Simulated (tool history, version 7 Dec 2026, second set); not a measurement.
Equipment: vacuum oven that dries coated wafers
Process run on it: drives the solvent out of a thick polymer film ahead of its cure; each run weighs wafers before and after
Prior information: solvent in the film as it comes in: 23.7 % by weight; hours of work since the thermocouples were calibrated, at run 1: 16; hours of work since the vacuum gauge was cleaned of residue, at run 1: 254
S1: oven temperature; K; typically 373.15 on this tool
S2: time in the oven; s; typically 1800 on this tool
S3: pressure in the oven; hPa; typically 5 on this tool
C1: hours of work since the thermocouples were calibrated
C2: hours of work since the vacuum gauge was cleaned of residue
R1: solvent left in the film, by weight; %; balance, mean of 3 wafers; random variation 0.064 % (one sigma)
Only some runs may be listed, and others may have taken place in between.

run    hour      S1    S2     S3   C1   C2     R1
  1       0  373.15  1800      5   16  254   3.92
  2    66.8  373.15  1800      5   66  304   4.14
  3   112.4  373.15  1560      5  100  337   4.94
  4   170.6  373.15  1560      5  143  381   4.99
  5   239.7  373.15  1560      5  194  432   5.13
  6   280.6  363.15  1560      5  225  463     10
  7     311  373.15  1800  12.46  247  485   4.59
  8   343.3  359.15  1800  12.46  271  509  11.12
  9   393.2  373.15  1800      5  308  546   4.27
 10   450.9  373.15  1800      5  351  589   4.26
 11   482.4  373.15  2940      5  375  613   1.75
 12   543.4  384.15  1800      5  420  658   1.04
 13   606.9  373.15  1800   8.97  467  705   4.54
      612.8  -- vacuum gauge cleaned of residue and calibrated
 14     663  373.15  1800   8.97  508   37   4.72
 15   702.3  381.15  1800      5  537   67   1.73
 16   755.5  381.15  1800      5  577  106    1.8
 17   805.6  381.15  1800      5  614  143    1.8
 18   855.7  381.15  1800      5  651  181   1.86
 19   902.8  381.15  1800      5  686  216   1.77
      935.3  -- oven's thermocouples calibrated
 20   975.5  381.15  1800      5   30  268   1.56
 21    1023  381.15  1800      5   65  304   1.68
     1037.6  -- vacuum gauge cleaned of residue and calibrated, once more
 22  1082.5  373.15  1800      5  108   33   4.13
 23  1143.2  373.15  1800      5  153   79   4.29
 24  1196.3  362.15  1800      5  193  118   9.29
 25  1239.2  362.15  1800      5  225  150   9.63
 26  1271.4  369.15  1260   5.33  249  174   8.64
 27  1325.1  369.15  1260   5.33  289  214    8.6
 28  1380.5  358.15  1800   9.54  330  255  11.73
 29  1419.1  381.15  1740  15.75  359  284   2.29
 30  1453.8  364.15  1800   3.22  384  309   8.52
 31  1484.3  382.15   900      5  407  332   4.96
 32  1514.3  382.15   900      5  429  354   5.01
 33  1574.9  360.15   900   5.89  474  399  14.78
 34  1628.5  378.15   900   3.53  514  439   6.95
 35  1659.6  380.15  2700   5.51  537  462   0.85
 36  1727.2  384.15  1080  14.33  588  513   3.69
 37  1773.9  373.15  2520      5  622  547   2.88
 38  1807.5  373.15  2520      5  647  572   2.81
 39  1875.2  373.15  2520      5  698  623   2.81
     1893.5  -- oven's thermocouples calibrated
 40  1937.5  373.15  2520      5   33  668   2.15
 41  1985.4  373.15  2520      5   68  703   2.23
 42  2033.9  373.15  1020   3.05  104  739   7.71
 43  2079.8  373.15  2100   2.96  139  773   3.04
 44  2125.8  377.15  1800   8.22  173  808   2.78
 45  2158.1  377.15  1800   8.65  197  832   2.87
 46  2208.2  376.15  1380     12  234  869   4.99

For each entry between runs, how does the tool's hidden state at the last listed run before it compare with that at the first listed run after it?
From run 13 to run 14: vacuum gauge cleaned of residue and calibrated (hour 612.8)
  true wafer temperature over the reading, C: -0.81 -> -0.89; true pressure over the reading, kPa: 0.145 -> 0.254
  measured less the result without the state, R1: +0.42 -> +0.51 %
From run 19 to run 20: oven's thermocouples calibrated (hour 935.3)
  true wafer temperature over the reading, C: -1.23 -> -0.27; true pressure over the reading, kPa: 0.292 -> 0.304
  measured less the result without the state, R1: +0.41 -> +0.19 %
From run 21 to run 22: vacuum gauge cleaned of residue and calibrated, once more (hour 1037.6)
  true wafer temperature over the reading, C: -0.34 -> -0.42; true pressure over the reading, kPa: 0.312 -> 0.013
  measured less the result without the state, R1: +0.21 -> +0.18 %
From run 39 to run 40: oven's thermocouples calibrated (hour 1893.5)
  true wafer temperature over the reading, C: -1.57 -> 0.19; true pressure over the reading, kPa: 0.139 -> 0.149
  measured less the result without the state, R1: +0.58 -> +0.02 %
